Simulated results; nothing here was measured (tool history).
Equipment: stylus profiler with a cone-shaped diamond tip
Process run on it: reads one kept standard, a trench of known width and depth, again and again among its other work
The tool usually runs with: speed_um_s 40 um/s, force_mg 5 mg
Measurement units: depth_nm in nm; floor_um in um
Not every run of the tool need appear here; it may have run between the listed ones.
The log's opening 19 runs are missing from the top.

run	hour	speed_um_s	force_mg	depth_nm	floor_um
20	1316.1	60	5	203.1	27.74
21	1415.2	60	5	203.18	27.69
22	1489.9	60	5	203.29	27.63
23	1548.7	13	6.47	203.58	27.69
24	1598.3	38	10.21	204.94	27.72
25	1668.1	14	3.25	202.5	27.64
26	1749.8	14	3.25	202.63	27.63
27	1849.2	14	3.25	202.64	27.59
28	1923.2	14	3.25	202.64	27.61
29	1972.2	14	6.62	204.08	27.58
30	2073.5	14	6.62	204.21	27.52
31	2168.3	114	2.36	202.41	27.32
32	2236	29	2.95	202.82	27.44
33	2298	17	3.6	203.17	27.48
34	2390.6	15	14.17	206.6	27.43
35	2450.9	14	12.76	206.39	27.44
36	2503.9	12	3.02	203.09	27.44
37	2586.9	30	2.08	202.46	27.35
38	2646.7	30	2.08	202.66	27.32
39	2731.8	98	9.78	205.52	27.25
40	2808.1	36	5	204.08	27.35
# hour 2822: new tip fitted, height scale calibrated
41	2879.5	32	12.3	205.12	27.95
42	2980.2	77	6.58	203.26	27.85

Predict each of these 4 candidate next runs independently; none follows another, all start after run 42:
A	3027.5	77	3.81	?	?
B	3027.5	118	7.81	?	?
C	3027.5	11	8.53	?	?
D	3027.5	12	5	?	?

run	depth_nm	floor_um
A	202.38	27.79
B	203.89	27.83
C	204.11	27.96
D	202.69	27.95
The same runs, with their run-to-run variation unchanged, on a tool lacking any hidden condition would have given:
run	depth_nm	floor_um
A	202.32	27.87
B	203.83	27.91
C	204.05	28.03
D	202.63	28.03
